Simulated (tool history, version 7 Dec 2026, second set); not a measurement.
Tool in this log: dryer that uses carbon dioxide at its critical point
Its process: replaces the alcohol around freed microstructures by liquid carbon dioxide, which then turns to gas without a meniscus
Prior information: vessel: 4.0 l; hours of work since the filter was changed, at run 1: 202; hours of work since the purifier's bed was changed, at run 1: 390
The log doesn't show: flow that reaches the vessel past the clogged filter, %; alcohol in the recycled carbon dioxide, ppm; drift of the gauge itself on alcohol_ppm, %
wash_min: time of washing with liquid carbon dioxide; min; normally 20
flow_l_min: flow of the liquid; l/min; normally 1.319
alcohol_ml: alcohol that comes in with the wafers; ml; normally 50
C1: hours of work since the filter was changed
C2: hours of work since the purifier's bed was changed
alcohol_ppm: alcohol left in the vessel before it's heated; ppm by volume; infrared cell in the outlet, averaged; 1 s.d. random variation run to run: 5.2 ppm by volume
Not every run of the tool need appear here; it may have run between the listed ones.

run 1 hour=0.0 | wash_min=20 flow_l_min=1.319 alcohol_ml=50 | C1=202 C2=390 | alcohol_ppm=209
run 2 hour=14.8 | wash_min=20 flow_l_min=2.100 alcohol_ml=50 | C1=210 C2=398 | alcohol_ppm=66
run 3 hour=38.0 | wash_min=20 flow_l_min=2.100 alcohol_ml=50 | C1=222 C2=410 | alcohol_ppm=73
run 4 hour=52.7 | wash_min=20 flow_l_min=2.100 alcohol_ml=50 | C1=230 C2=418 | alcohol_ppm=70
run 5 hour=75.0 | wash_min=20 flow_l_min=1.319 alcohol_ml=50 | C1=242 C2=430 | alcohol_ppm=213
run 6 hour=88.7 | wash_min=20 flow_l_min=1.319 alcohol_ml=50 | C1=249 C2=437 | alcohol_ppm=217
run 7 hour=98.3 | wash_min=20 flow_l_min=1.319 alcohol_ml=50 | C1=254 C2=442 | alcohol_ppm=221
run 8 hour=118.1 | wash_min=20 flow_l_min=1.319 alcohol_ml=50 | C1=265 C2=453 | alcohol_ppm=223
run 9 hour=127.8 | wash_min=30 flow_l_min=1.319 alcohol_ml=50 | C1=270 C2=458 | alcohol_ppm=74
run 10 hour=142.4 | wash_min=30 flow_l_min=1.319 alcohol_ml=50 | C1=278 C2=466 | alcohol_ppm=81
-- hour=158.6 inlet filter changed
run 11 hour=161.5 | wash_min=30 flow_l_min=1.319 alcohol_ml=50 | C1=1 C2=476 | alcohol_ppm=77
run 12 hour=183.1 | wash_min=30 flow_l_min=1.319 alcohol_ml=50 | C1=13 C2=487 | alcohol_ppm=67
run 13 hour=194.1 | wash_min=30 flow_l_min=1.319 alcohol_ml=50 | C1=19 C2=493 | alcohol_ppm=76
run 14 hour=208.4 | wash_min=30 flow_l_min=1.319 alcohol_ml=50 | C1=26 C2=501 | alcohol_ppm=80
run 15 hour=229.2 | wash_min=30 flow_l_min=1.319 alcohol_ml=50 | C1=38 C2=512 | alcohol_ppm=83
run 16 hour=241.8 | wash_min=30 flow_l_min=1.319 alcohol_ml=50 | C1=44 C2=518 | alcohol_ppm=80
run 17 hour=264.8 | wash_min=30 flow_l_min=1.319 alcohol_ml=50 | C1=57 C2=531 | alcohol_ppm=68
run 18 hour=276.3 | wash_min=30 flow_l_min=1.319 alcohol_ml=50 | C1=63 C2=537 | alcohol_ppm=79
run 19 hour=290.7 | wash_min=30 flow_l_min=1.180 alcohol_ml=50 | C1=70 C2=544 | alcohol_ppm=102
run 20 hour=302.2 | wash_min=30 flow_l_min=1.180 alcohol_ml=55 | C1=76 C2=551 | alcohol_ppm=104
run 21 hour=311.6 | wash_min=30 flow_l_min=1.180 alcohol_ml=55 | C1=81 C2=556 | alcohol_ppm=100
run 22 hour=327.1 | wash_min=30 flow_l_min=1.180 alcohol_ml=55 | C1=90 C2=564 | alcohol_ppm=104
run 23 hour=347.8 | wash_min=30 flow_l_min=1.180 alcohol_ml=55 | C1=101 C2=575 | alcohol_ppm=112
run 24 hour=364.5 | wash_min=20 flow_l_min=1.990 alcohol_ml=50 | C1=110 C2=584 | alcohol_ppm=94
run 25 hour=380.6 | wash_min=18 flow_l_min=1.319 alcohol_ml=50 | C1=118 C2=592 | alcohol_ppm=275
run 26 hour=401.4 | wash_min=25 flow_l_min=1.319 alcohol_ml=50 | C1=129 C2=603 | alcohol_ppm=124
run 27 hour=417.2 | wash_min=25 flow_l_min=1.319 alcohol_ml=50 | C1=138 C2=612 | alcohol_ppm=129
run 28 hour=432.7 | wash_min=25 flow_l_min=1.319 alcohol_ml=50 | C1=146 C2=620 | alcohol_ppm=119
run 29 hour=442.8 | wash_min=25 flow_l_min=1.319 alcohol_ml=50 | C1=151 C2=625 | alcohol_ppm=132
run 30 hour=460.9 | wash_min=25 flow_l_min=1.319 alcohol_ml=50 | C1=161 C2=635 | alcohol_ppm=121
run 31 hour=478.8 | wash_min=25 flow_l_min=1.320 alcohol_ml=30 | C1=171 C2=645 | alcohol_ppm=108
run 32 hour=500.7 | wash_min=23 flow_l_min=1.320 alcohol_ml=113 | C1=182 C2=656 | alcohol_ppm=247
run 33 hour=520.5 | wash_min=20 flow_l_min=1.319 alcohol_ml=91 | C1=193 C2=667 | alcohol_ppm=350
run 34 hour=537.2 | wash_min=20 flow_l_min=1.319 alcohol_ml=91 | C1=202 C2=676 | alcohol_ppm=356
run 35 hour=548.1 | wash_min=20 flow_l_min=1.319 alcohol_ml=91 | C1=207 C2=682 | alcohol_ppm=358
run 36 hour=570.0 | wash_min=28 flow_l_min=0.850 alcohol_ml=115 | C1=219 C2=693 | alcohol_ppm=647
run 37 hour=583.4 | wash_min=28 flow_l_min=0.850 alcohol_ml=115 | C1=226 C2=700 | alcohol_ppm=668
run 38 hour=602.2 | wash_min=28 flow_l_min=0.850 alcohol_ml=115 | C1=236 C2=710 | alcohol_ppm=654
run 39 hour=613.9 | wash_min=28 flow_l_min=0.850 alcohol_ml=115 | C1=243 C2=717 | alcohol_ppm=669
run 40 hour=625.1 | wash_min=28 flow_l_min=0.850 alcohol_ml=115 | C1=249 C2=723 | alcohol_ppm=658
run 41 hour=642.5 | wash_min=28 flow_l_min=0.850 alcohol_ml=115 | C1=258 C2=732 | alcohol_ppm=691
run 42 hour=662.0 | wash_min=28 flow_l_min=0.850 alcohol_ml=115 | C1=268 C2=742 | alcohol_ppm=699
run 43 hour=675.9 | wash_min=20 flow_l_min=1.480 alcohol_ml=101 | C1=276 C2=750 | alcohol_ppm=290
-- hour=695.8 inlet filter changed
run 44 hour=696.9 | wash_min=20 flow_l_min=1.480 alcohol_ml=101 | C1=1 C2=760 | alcohol_ppm=214
run 45 hour=707.8 | wash_min=26 flow_l_min=1.180 alcohol_ml=35 | C1=6 C2=766 | alcohol_ppm=134
run 46 hour=726.7 | wash_min=24 flow_l_min=1.180 alcohol_ml=42 | C1=16 C2=776 | alcohol_ppm=167
run 47 hour=745.2 | wash_min=26 flow_l_min=1.180 alcohol_ml=42 | C1=26 C2=786 | alcohol_ppm=142

The same runs without the tool's hidden state, with the same run-to-run variation:
run=1 alcohol_ppm=116
run=2 alcohol_ppm=13
run=3 alcohol_ppm=18
run=4 alcohol_ppm=13
run=5 alcohol_ppm=108
run=6 alcohol_ppm=106
run=7 alcohol_ppm=110
run=8 alcohol_ppm=105
run=9 alcohol_ppm=9
run=10 alcohol_ppm=13
run=11 alcohol_ppm=17
run=12 alcohol_ppm=7
run=13 alcohol_ppm=12
run=14 alcohol_ppm=17
run=15 alcohol_ppm=19
run=16 alcohol_ppm=14
run=17 alcohol_ppm=1
run=18 alcohol_ppm=10
run=19 alcohol_ppm=29
run=20 alcohol_ppm=29
run=21 alcohol_ppm=26
run=22 alcohol_ppm=28
run=23 alcohol_ppm=33
run=24 alcohol_ppm=17
run=25 alcohol_ppm=167
run=26 alcohol_ppm=38
run=27 alcohol_ppm=39
run=28 alcohol_ppm=33
run=29 alcohol_ppm=44
run=30 alcohol_ppm=32
run=31 alcohol_ppm=20
run=32 alcohol_ppm=118
run=33 alcohol_ppm=190
run=34 alcohol_ppm=195
run=35 alcohol_ppm=193
run=36 alcohol_ppm=405
run=37 alcohol_ppm=411
run=38 alcohol_ppm=398
run=39 alcohol_ppm=400
run=40 alcohol_ppm=395
run=41 alcohol_ppm=409
run=42 alcohol_ppm=406
run=43 alcohol_ppm=118
run=44 alcohol_ppm=117
run=45 alcohol_ppm=36
run=46 alcohol_ppm=66
run=47 alcohol_ppm=41

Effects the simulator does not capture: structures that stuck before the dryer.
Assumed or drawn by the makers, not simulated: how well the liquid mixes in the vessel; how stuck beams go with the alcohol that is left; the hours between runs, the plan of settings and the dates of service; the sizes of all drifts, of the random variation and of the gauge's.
